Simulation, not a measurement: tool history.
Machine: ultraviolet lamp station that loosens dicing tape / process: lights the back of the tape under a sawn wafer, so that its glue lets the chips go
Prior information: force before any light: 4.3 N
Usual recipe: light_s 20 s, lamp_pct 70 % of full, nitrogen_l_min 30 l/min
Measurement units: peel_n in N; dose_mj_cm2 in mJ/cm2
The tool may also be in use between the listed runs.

run 1 hour=0.0 | light_s=20 lamp_pct=70 nitrogen_l_min=30 | peel_n=0.530 dose_mj_cm2=175
run 2 hour=16.1 | light_s=20 lamp_pct=70 nitrogen_l_min=30 | peel_n=0.529 dose_mj_cm2=171
run 3 hour=35.5 | light_s=20 lamp_pct=70 nitrogen_l_min=30 | peel_n=0.515 dose_mj_cm2=172
run 4 hour=48.6 | light_s=20 lamp_pct=70 nitrogen_l_min=30 | peel_n=0.531 dose_mj_cm2=171
run 5 hour=59.6 | light_s=20 lamp_pct=70 nitrogen_l_min=30 | peel_n=0.522 dose_mj_cm2=168
run 6 hour=68.8 | light_s=20 lamp_pct=70 nitrogen_l_min=30 | peel_n=0.544 dose_mj_cm2=169
run 7 hour=77.1 | light_s=20 lamp_pct=70 nitrogen_l_min=30 | peel_n=0.520 dose_mj_cm2=167
run 8 hour=90.2 | light_s=20 lamp_pct=70 nitrogen_l_min=11 | peel_n=0.917 dose_mj_cm2=168
run 9 hour=107.3 | light_s=20 lamp_pct=70 nitrogen_l_min=30 | peel_n=0.553 dose_mj_cm2=168
run 10 hour=118.6 | light_s=20 lamp_pct=70 nitrogen_l_min=30 | peel_n=0.536 dose_mj_cm2=165
run 11 hour=134.4 | light_s=20 lamp_pct=70 nitrogen_l_min=30 | peel_n=0.542 dose_mj_cm2=164
run 12 hour=148.4 | light_s=20 lamp_pct=70 nitrogen_l_min=30 | peel_n=0.553 dose_mj_cm2=163
run 13 hour=158.8 | light_s=20 lamp_pct=70 nitrogen_l_min=30 | peel_n=0.548 dose_mj_cm2=167
run 14 hour=176.9 | light_s=20 lamp_pct=70 nitrogen_l_min=30 | peel_n=0.569 dose_mj_cm2=161
run 15 hour=187.3 | light_s=20 lamp_pct=70 nitrogen_l_min=30 | peel_n=0.583 dose_mj_cm2=163
run 16 hour=201.3 | light_s=20 lamp_pct=70 nitrogen_l_min=10 | peel_n=1.022 dose_mj_cm2=161
run 17 hour=218.7 | light_s=20 lamp_pct=70 nitrogen_l_min=30 | peel_n=0.585 dose_mj_cm2=160
run 18 hour=227.8 | light_s=20 lamp_pct=70 nitrogen_l_min=30 | peel_n=0.574 dose_mj_cm2=164
run 19 hour=241.6 | light_s=20 lamp_pct=70 nitrogen_l_min=30 | peel_n=0.576 dose_mj_cm2=159
run 20 hour=253.2 | light_s=20 lamp_pct=70 nitrogen_l_min=30 | peel_n=0.589 dose_mj_cm2=155
run 21 hour=264.6 | light_s=20 lamp_pct=70 nitrogen_l_min=30 | peel_n=0.588 dose_mj_cm2=161
run 22 hour=281.1 | light_s=20 lamp_pct=70 nitrogen_l_min=30 | peel_n=0.592 dose_mj_cm2=157
run 23 hour=296.1 | light_s=20 lamp_pct=70 nitrogen_l_min=30 | peel_n=0.588 dose_mj_cm2=155
run 24 hour=314.8 | light_s=11 lamp_pct=78 nitrogen_l_min=10 | peel_n=1.803 dose_mj_cm2=97
run 25 hour=329.6 | light_s=40 lamp_pct=77 nitrogen_l_min=13 | peel_n=0.301 dose_mj_cm2=341
run 26 hour=348.3 | light_s=33 lamp_pct=95 nitrogen_l_min=13 | peel_n=0.308 dose_mj_cm2=346
run 27 hour=366.9 | light_s=30 lamp_pct=67 nitrogen_l_min=14 | peel_n=0.568 dose_mj_cm2=223
run 28 hour=375.0 | light_s=15 lamp_pct=65 nitrogen_l_min=40 | peel_n=0.928 dose_mj_cm2=107
run 29 hour=393.5 | light_s=15 lamp_pct=69 nitrogen_l_min=26 | peel_n=1.029 dose_mj_cm2=111
run 30 hour=411.0 | light_s=17 lamp_pct=86 nitrogen_l_min=38 | peel_n=0.518 dose_mj_cm2=160
run 31 hour=429.6 | light_s=17 lamp_pct=86 nitrogen_l_min=22 | peel_n=0.729 dose_mj_cm2=154
run 32 hour=448.5 | light_s=17 lamp_pct=86 nitrogen_l_min=22 | peel_n=0.732 dose_mj_cm2=159
run 33 hour=462.7 | light_s=24 lamp_pct=63 nitrogen_l_min=31 | peel_n=0.551 dose_mj_cm2=160
-- hour=468.7 window cleaned of glue's vapour
run 34 hour=482.6 | light_s=24 lamp_pct=63 nitrogen_l_min=31 | peel_n=0.478 dose_mj_cm2=184
run 35 hour=499.2 | light_s=24 lamp_pct=63 nitrogen_l_min=31 | peel_n=0.485 dose_mj_cm2=181
run 36 hour=513.8 | light_s=24 lamp_pct=63 nitrogen_l_min=33 | peel_n=0.479 dose_mj_cm2=181
run 37 hour=526.5 | light_s=24 lamp_pct=70 nitrogen_l_min=30 | peel_n=0.420 dose_mj_cm2=201
run 38 hour=543.4 | light_s=35 lamp_pct=99 nitrogen_l_min=30 | peel_n=0.215 dose_mj_cm2=406

Predict the results of run 39:
run 39 hour=555.6 | light_s=35 lamp_pct=99 nitrogen_l_min=30 | peel_n=? dose_mj_cm2=?

{"run 39": {"peel_n": 0.21, "dose_mj_cm2": 408}}
Minus the tool's unlogged condition, the same run would have read peel_n 0.203 N, dose_mj_cm2 501 mJ/cm2.

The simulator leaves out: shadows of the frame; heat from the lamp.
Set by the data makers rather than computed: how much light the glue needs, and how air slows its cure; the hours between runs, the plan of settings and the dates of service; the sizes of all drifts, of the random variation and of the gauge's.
